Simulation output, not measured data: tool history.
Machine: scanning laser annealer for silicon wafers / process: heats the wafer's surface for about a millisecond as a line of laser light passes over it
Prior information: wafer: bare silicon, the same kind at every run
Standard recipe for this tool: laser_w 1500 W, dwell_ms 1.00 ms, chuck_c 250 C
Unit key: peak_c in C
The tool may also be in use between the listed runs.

| run | hour | laser_w | dwell_ms | chuck_c | peak_c |
|---|---|---|---|---|---|
| 1 | 0.0 | 1500 | 1.00 | 250 | 1061 |
| 2 | 12.7 | 1500 | 1.00 | 289 | 1101 |
| 3 | 26.3 | 1500 | 0.83 | 289 | 1022 |
| 4 | 37.4 | 1500 | 1.00 | 250 | 1063 |
| 5 | 46.5 | 1500 | 1.00 | 250 | 1061 |
| 6 | 58.2 | 1500 | 0.74 | 250 | 938 |
| 7 | 66.1 | 1534 | 1.00 | 250 | 1084 |
| 8 | 78.5 | 1534 | 1.00 | 250 | 1084 |
| 9 | 88.5 | 1534 | 1.00 | 250 | 1079 |
| 10 | 98.1 | 1534 | 1.00 | 250 | 1085 |
| 11 | 106.6 | 1392 | 0.72 | 214 | 829 |
| 12 | 115.5 | 1515 | 1.11 | 214 | 1081 |
| 13 | 123.7 | 1515 | 0.88 | 241 | 1007 |
| 14 | 134.2 | 1515 | 0.88 | 241 | 1004 |
| 15 | 139.9 | 1515 | 1.24 | 235 | 1158 |

Run 16, settings as shown, results not yet in. Your forecast:
| 16 | 152.9 | 1439 | 0.78 | 290 | ? |

peak_c: 962 C
Without the tool's hidden state the same run would have given peak_c 971 C.
